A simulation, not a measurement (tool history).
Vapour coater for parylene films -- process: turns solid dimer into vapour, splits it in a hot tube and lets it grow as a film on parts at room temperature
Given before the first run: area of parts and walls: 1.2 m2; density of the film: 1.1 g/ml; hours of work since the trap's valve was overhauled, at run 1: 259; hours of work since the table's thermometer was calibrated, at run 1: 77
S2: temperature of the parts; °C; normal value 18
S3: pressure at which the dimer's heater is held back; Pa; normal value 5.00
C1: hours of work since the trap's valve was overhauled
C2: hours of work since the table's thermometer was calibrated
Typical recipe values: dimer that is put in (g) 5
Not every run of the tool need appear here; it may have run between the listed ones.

{"run": 1, "hour": 0.0, "dimer that is put in (g)": 5, "S2": 18, "S3": 5.0, "C1": 259, "C2": 77, "thickness of the film (nm)": 2272}
{"run": 2, "hour": 33.2, "dimer that is put in (g)": 5, "S2": 25, "S3": 5.0, "C1": 285, "C2": 102, "thickness of the film (nm)": 1887}
{"run": 3, "hour": 48.5, "dimer that is put in (g)": 5, "S2": 25, "S3": 8.52, "C1": 296, "C2": 114, "thickness of the film (nm)": 1752}
{"run": 4, "hour": 67.0, "dimer that is put in (g)": 5, "S2": 18, "S3": 5.0, "C1": 311, "C2": 128, "thickness of the film (nm)": 2239}
{"run": 5, "hour": 85.3, "dimer that is put in (g)": 8, "S2": 18, "S3": 5.0, "C1": 324, "C2": 142, "thickness of the film (nm)": 3561}
{"run": 6, "hour": 111.7, "dimer that is put in (g)": 8, "S2": 18, "S3": 5.0, "C1": 345, "C2": 162, "thickness of the film (nm)": 3547}
{"run": 7, "hour": 146.9, "dimer that is put in (g)": 8, "S2": 18, "S3": 5.0, "C1": 371, "C2": 189, "thickness of the film (nm)": 3566}
{"hour": 182.9, "done": "trap's valve overhauled"}
{"run": 8, "hour": 182.9, "dimer that is put in (g)": 8, "S2": 10, "S3": 2.49, "C1": 0, "C2": 213, "thickness of the film (nm)": 5118}
{"run": 9, "hour": 206.4, "dimer that is put in (g)": 8, "S2": 10, "S3": 2.49, "C1": 18, "C2": 231, "thickness of the film (nm)": 5077}
{"run": 10, "hour": 240.1, "dimer that is put in (g)": 5, "S2": 15, "S3": 3.57, "C1": 44, "C2": 257, "thickness of the film (nm)": 2653}
{"run": 11, "hour": 257.8, "dimer that is put in (g)": 5, "S2": 15, "S3": 3.57, "C1": 57, "C2": 271, "thickness of the film (nm)": 2664}
{"run": 12, "hour": 292.2, "dimer that is put in (g)": 5, "S2": 15, "S3": 3.57, "C1": 83, "C2": 297, "thickness of the film (nm)": 2650}

Here are 4 independent what-if runs from the current tool condition. What would each one return?
{"run": "A", "hour": 320.4, "dimer that is put in (g)": 5, "S2": 18, "S3": 5.0, "C1": 105, "C2": 318, "thickness of the film (nm)": "?"}
{"run": "B", "hour": 320.4, "dimer that is put in (g)": 3, "S2": 15, "S3": 3.57, "C1": 105, "C2": 318, "thickness of the film (nm)": "?"}
{"run": "C", "hour": 320.4, "dimer that is put in (g)": 6, "S2": 18, "S3": 5.0, "C1": 105, "C2": 318, "thickness of the film (nm)": "?"}
{"run": "D", "hour": 320.4, "dimer that is put in (g)": 3, "S2": 23, "S3": 3.32, "C1": 105, "C2": 318, "thickness of the film (nm)": "?"}

run=A thickness_of_the_film_(nm)=2312
run=B thickness_of_the_film_(nm)=1573
run=C thickness_of_the_film_(nm)=2801
run=D thickness_of_the_film_(nm)=1322
With the hidden condition removed and each run's random variation left untouched, the same runs would have given:
run=A thickness_of_the_film_(nm)=2351
run=B thickness_of_the_film_(nm)=1600
run=C thickness_of_the_film_(nm)=2849
run=D thickness_of_the_film_(nm)=1344
